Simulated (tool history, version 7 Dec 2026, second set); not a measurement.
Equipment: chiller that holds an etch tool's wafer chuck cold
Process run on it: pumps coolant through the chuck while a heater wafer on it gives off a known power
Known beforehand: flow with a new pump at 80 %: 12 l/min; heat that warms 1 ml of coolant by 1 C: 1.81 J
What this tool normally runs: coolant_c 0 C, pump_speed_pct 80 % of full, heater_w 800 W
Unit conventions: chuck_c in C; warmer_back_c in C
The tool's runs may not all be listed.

| run | hour | coolant_c | pump_speed_pct | heater_w | chuck_c | warmer_back_c |
|---|---|---|---|---|---|---|
| 1 | 0 | 0 | 80 | 800 | 7.8 | 2.32 |
| 2 | 61.1 | 0 | 80 | 1044 | 10.27 | 2.95 |
| 3 | 150.9 | 0 | 80 | 1044 | 10.24 | 2.97 |
| 4 | 240.4 | 0 | 80 | 1044 | 10.28 | 3.01 |
| 5 | 358.3 | 0 | 80 | 1044 | 10.46 | 2.93 |
| 6 | 432.3 | 0 | 80 | 1044 | 10.28 | 2.97 |
| 7 | 543.9 | 0 | 80 | 1044 | 10.27 | 2.97 |
| 8 | 612.2 | 0 | 80 | 1044 | 10.32 | 3.01 |
| 9 | 695.9 | 0 | 80 | 1044 | 10.43 | 3 |
| 10 | 816.1 | 0 | 80 | 1044 | 10.38 | 2.98 |
| 11 | 933.9 | 5 | 80 | 800 | 12.94 | 2.28 |
| 12 | 1054.7 | 5 | 80 | 800 | 13 | 2.29 |
| 13 | 1145.1 | 8 | 80 | 800 | 15.99 | 2.3 |
| 14 | 1267.3 | 8 | 80 | 800 | 15.97 | 2.35 |
| 15 | 1344.3 | 0 | 80 | 800 | 8.08 | 2.31 |
| 16 | 1448.8 | 0 | 80 | 800 | 7.95 | 2.29 |
| 17 | 1535.6 | 0 | 80 | 800 | 8.05 | 2.33 |
| 18 | 1656.9 | -8 | 63 | 416 | -2.94 | 1.54 |
| 19 | 1744 | 0 | 89 | 800 | 7.39 | 2.06 |
| 20 | 1842.8 | -5 | 89 | 800 | 2.37 | 2.02 |
| 21 | 1966.7 | 6 | 90 | 593 | 11.51 | 1.5 |
| 22 | 2046.6 | 0 | 80 | 709 | 7.37 | 2.03 |
| 23 | 2156.2 | 0 | 81 | 416 | 4.09 | 1.19 |
| 24 | 2259.5 | 0 | 81 | 416 | 4.2 | 1.19 |
| 25 | 2314.9 | -1 | 66 | 672 | 7.08 | 2.41 |
| 26 | 2423.3 | 5 | 66 | 613 | 12.41 | 2.24 |
| 27 | 2500.5 | 0 | 98 | 715 | 6.22 | 1.68 |
| 28 | 2590.4 | 0 | 98 | 715 | 6.25 | 1.67 |
| 29 | 2708.9 | 0 | 62 | 454 | 5.71 | 1.77 |
| 30 | 2763.9 | 0 | 62 | 454 | 5.77 | 1.77 |
| 31 | 2865.5 | 0 | 62 | 454 | 5.87 | 1.75 |

Taken out of this log: 2 entries between the listed runs. Where each belongs, and how the hidden state differs across it:
After run 13, before run 14: chiller's thermometer calibrated (hour 1154.7)
  heat passed by the chuck's channels, % of clean ones': 96.7 -> 96.6; flow at a given pump speed, % of a new pump's: 95.9 -> 95.8; coolant's true temperature over the reading, C: -0.06 -> -0.08
  measured value less the no-hidden-state value, chuck_c: +0.4 -> +0.4 C; warmer_back_c: +0.09 -> +0.1 C
After run 20, before run 21: chiller's thermometer calibrated, once more (hour 1866.9)
  heat passed by the chuck's channels, % of clean ones': 95.9 -> 95.7; flow at a given pump speed, % of a new pump's: 95.1 -> 94.9; coolant's true temperature over the reading, C: -0.13 -> 0.04
  measured value less the no-hidden-state value, chuck_c: +0.39 -> +0.44 C; warmer_back_c: +0.1 -> +0.08 C

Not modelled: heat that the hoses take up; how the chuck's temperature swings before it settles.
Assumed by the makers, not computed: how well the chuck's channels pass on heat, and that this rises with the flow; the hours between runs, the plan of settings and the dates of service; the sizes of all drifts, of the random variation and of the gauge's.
